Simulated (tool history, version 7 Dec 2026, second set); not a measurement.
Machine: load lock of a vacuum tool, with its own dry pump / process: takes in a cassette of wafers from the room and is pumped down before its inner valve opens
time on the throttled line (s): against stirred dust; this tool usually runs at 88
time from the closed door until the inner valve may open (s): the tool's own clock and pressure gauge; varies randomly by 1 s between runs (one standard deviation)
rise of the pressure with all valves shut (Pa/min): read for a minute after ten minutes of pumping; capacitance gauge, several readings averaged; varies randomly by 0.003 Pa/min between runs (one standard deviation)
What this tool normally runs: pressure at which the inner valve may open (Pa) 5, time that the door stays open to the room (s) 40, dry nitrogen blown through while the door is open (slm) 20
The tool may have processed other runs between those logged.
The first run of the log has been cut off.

run	hour	time on the throttled line (s)	pressure at which the inner valve may open (Pa)	time that the door stays open to the room (s)	dry nitrogen blown through while the door is open (slm)	incoming humidity of the room's air, %	time from the closed door until the inner valve may open (s)	rise of the pressure with all valves shut (Pa/min)
2	231.7	88	5	40	20	44.2	159.6	0.152
3	484.9	88	5	40	5	47.1	162.1	0.172
4	718.9	88	5	40	20	47.1	160.3	0.162
5	921.1	88	5	40	20	45.3	161.7	0.174
6	1115.7	88	5	40	20	46.5	160.7	0.181
7	1232.0	88	5	40	20	45.7	162.9	0.185
8	1356.3	88	5	30	20	43.8	162.8	0.180
9	1566.9	88	5	111	20	46.7	162.7	0.205
10	1811.2	88	5	40	20	43.3	162.2	0.202
11	1926.4	55	5	40	20	47.8	134.9	0.208
12	2038.5	55	5	40	20	45.7	136.7	0.216
13	2270.0	55	5	40	20	42.7	136.9	0.224
14	2470.5	88	5	40	20	44.3	162.1	0.226
15	2710.1	88	5	40	20	48.5	161.8	0.241
16	2927.0	88	5	40	20	44.2	160.9	0.244
17	3110.8	88	5	40	20	43.7	161.1	0.251
18	3311.6	88	5	40	20	49.0	162.7	0.265
19	3560.6	88	5	40	20	43.8	163.0	0.272
20	3786.3	88	5	40	20	47.3	163.9	0.282
21	3912.0	84	5	27	20	45.6	158.6	0.281
22	4131.6	105	4	27	20	45.7	180.0	0.295
23	4400.4	88	9	40	5	42.2	157.5	0.325
24	4623.0	88	5	40	5	44.3	163.3	0.330
25	4739.1	157	5	43	5	46.0	216.1	0.334
26	4992.7	153	5	144	6	47.0	212.8	0.364

Expected results for the next run?
27	5171.3	88	8	84	12	46.7	?	?

Run 27 yielded time from the closed door until the inner valve may open (s) 159.5, rise of the pressure with all valves shut (Pa/min) 0.365.
On a tool with no hidden condition, and with the same random variation, this run would have come out at time from the closed door until the inner valve may open (s) 156.6, rise of the pressure with all valves shut (Pa/min) 0.043.
